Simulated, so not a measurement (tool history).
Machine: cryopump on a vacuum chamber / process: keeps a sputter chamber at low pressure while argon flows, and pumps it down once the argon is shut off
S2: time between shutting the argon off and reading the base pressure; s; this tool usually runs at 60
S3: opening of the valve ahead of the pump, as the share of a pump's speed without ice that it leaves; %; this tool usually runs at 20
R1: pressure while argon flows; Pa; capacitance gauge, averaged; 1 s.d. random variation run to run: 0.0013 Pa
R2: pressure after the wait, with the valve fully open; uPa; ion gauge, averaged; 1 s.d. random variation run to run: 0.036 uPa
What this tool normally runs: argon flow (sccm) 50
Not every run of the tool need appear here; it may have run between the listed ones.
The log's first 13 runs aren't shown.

run 14 hour=356.9 | argon_flow_(sccm)=50 S2=60 S3=46 | R1=0.1459 R2=3.46
run 15 hour=379.8 | argon_flow_(sccm)=50 S2=82 S3=20 | R1=0.3244 R2=2.95
run 16 hour=397.1 | argon_flow_(sccm)=50 S2=82 S3=20 | R1=0.325 R2=2.83
run 17 hour=424.8 | argon_flow_(sccm)=50 S2=138 S3=20 | R1=0.3245 R2=2.45
run 18 hour=443.8 | argon_flow_(sccm)=50 S2=138 S3=20 | R1=0.3254 R2=2.39
run 19 hour=470.1 | argon_flow_(sccm)=50 S2=67 S3=20 | R1=0.3278 R2=3.3
run 20 hour=489.2 | argon_flow_(sccm)=45 S2=67 S3=23 | R1=0.2576 R2=3.33
run 21 hour=506 | argon_flow_(sccm)=67 S2=137 S3=23 | R1=0.3863 R2=2.49
run 22 hour=542.1 | argon_flow_(sccm)=57 S2=82 S3=25 | R1=0.3014 R2=3.11
run 23 hour=563.3 | argon_flow_(sccm)=21 S2=82 S3=56 | R1=0.0534 R2=3.09
run 24 hour=595.5 | argon_flow_(sccm)=50 S2=60 S3=16 | R1=0.41 R2=3.59
run 25 hour=626.3 | argon_flow_(sccm)=50 S2=60 S3=16 | R1=0.4074 R2=3.58
run 26 hour=659.3 | argon_flow_(sccm)=25 S2=167 S3=32 | R1=0.107 R2=2.59
run 27 hour=687.7 | argon_flow_(sccm)=56 S2=181 S3=49 | R1=0.1639 R2=2.55
run 28 hour=716 | argon_flow_(sccm)=50 S2=60 S3=16 | R1=0.4102 R2=3.7
-- hour=732.2 pump warmed up, emptied and cooled again
run 29 hour=755.3 | argon_flow_(sccm)=21 S2=79 S3=26 | R1=0.1005 R2=2.84
run 30 hour=786.1 | argon_flow_(sccm)=21 S2=79 S3=26 | R1=0.1009 R2=2.88
run 31 hour=818.1 | argon_flow_(sccm)=21 S2=79 S3=26 | R1=0.1019 R2=2.88
run 32 hour=839 | argon_flow_(sccm)=21 S2=79 S3=26 | R1=0.1028 R2=2.89
run 33 hour=877.8 | argon_flow_(sccm)=21 S2=79 S3=26 | R1=0.1014 R2=2.9
run 34 hour=910.1 | argon_flow_(sccm)=21 S2=79 S3=26 | R1=0.102 R2=3.11
run 35 hour=945.5 | argon_flow_(sccm)=21 S2=79 S3=26 | R1=0.103 R2=3.05

Predict each of these 3 candidate next runs independently; none follows another, all start after run 35:
run A hour=984.8 | argon_flow_(sccm)=87 S2=271 S3=17 | R1=? R2=?
run B hour=984.8 | argon_flow_(sccm)=22 S2=91 S3=27 | R1=? R2=?
run C hour=984.8 | argon_flow_(sccm)=21 S2=79 S3=47 | R1=? R2=?

run=A R1=0.6479 R2=2.15
run=B R1=0.1038 R2=2.81
run=C R1=0.0588 R2=3.03
What these runs would have given with no unlogged condition in the tool:
run=A R1=0.6385 R2=0.62
run=B R1=0.1015 R2=1.34
run=C R1=0.0565 R2=1.53
